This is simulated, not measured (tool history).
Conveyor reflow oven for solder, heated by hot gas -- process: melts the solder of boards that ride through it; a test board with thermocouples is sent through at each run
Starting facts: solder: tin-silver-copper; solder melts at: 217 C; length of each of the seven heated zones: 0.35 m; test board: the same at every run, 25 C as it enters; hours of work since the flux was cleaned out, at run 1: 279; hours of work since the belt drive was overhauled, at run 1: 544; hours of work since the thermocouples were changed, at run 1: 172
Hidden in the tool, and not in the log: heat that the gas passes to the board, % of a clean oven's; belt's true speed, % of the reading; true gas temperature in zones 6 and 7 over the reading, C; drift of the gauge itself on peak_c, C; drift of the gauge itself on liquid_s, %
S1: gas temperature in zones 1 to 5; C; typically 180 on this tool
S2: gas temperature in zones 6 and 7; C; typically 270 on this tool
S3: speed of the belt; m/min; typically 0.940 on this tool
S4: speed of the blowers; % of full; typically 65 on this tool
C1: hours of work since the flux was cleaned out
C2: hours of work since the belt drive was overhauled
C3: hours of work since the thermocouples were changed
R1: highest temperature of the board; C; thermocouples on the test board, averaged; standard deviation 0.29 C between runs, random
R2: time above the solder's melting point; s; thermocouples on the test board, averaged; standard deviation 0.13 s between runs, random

run,day,S1,S2,S3,S4,C1,C2,C3,R1,R2
1,0.000,180,270,0.940,65,279,544,172,253.3,35.4
2,0.475,180,270,0.940,65,286,551,179,253.2,35.5
3,1.017,180,270,0.940,65,294,559,187,252.9,35.3
4,1.804,180,270,0.940,65,306,571,199,253.5,35.3
# day 2.079: flux residue cleaned out of gas plates and filters
5,2.692,180,270,0.940,65,9,582,209,251.8,34.7
6,3.488,176,270,0.940,65,21,593,221,251.8,33.6
7,4.029,176,270,0.940,65,29,602,229,251.5,33.3
8,4.717,180,270,1.034,65,40,612,240,249.3,29.4
# day 5.242: flux residue cleaned out of gas plates and filters, once more
9,5.862,180,270,1.034,65,9,626,254,251.6,31.3
10,6.921,180,270,1.034,65,25,642,270,251.7,31.2
11,7.508,180,270,1.058,55,34,651,279,249.1,29.0
12,8.146,166,270,0.892,81,44,660,288,255.6,36.1

Branching from run 12: 5 alternative next runs. What would each branch give?
A,8.933,166,263,0.895,81,56,672,300,?,?
B,8.933,180,270,0.940,60,56,672,300,?,?
C,8.933,187,282,1.070,65,56,672,300,?,?
D,8.933,194,270,0.892,81,56,672,300,?,?
E,8.933,180,270,0.986,69,56,672,300,?,?

run,R1,R2
A,249.3,33.4
B,253.4,35.6
C,262.0,34.8
D,259.5,43.7
E,253.5,33.8
Stripped of hidden state, with their random variation kept, the same runs would have yielded:
run,R1,R2
A,250.8,33.9
B,254.8,35.9
C,263.5,34.9
D,260.9,43.8
E,254.9,34.1

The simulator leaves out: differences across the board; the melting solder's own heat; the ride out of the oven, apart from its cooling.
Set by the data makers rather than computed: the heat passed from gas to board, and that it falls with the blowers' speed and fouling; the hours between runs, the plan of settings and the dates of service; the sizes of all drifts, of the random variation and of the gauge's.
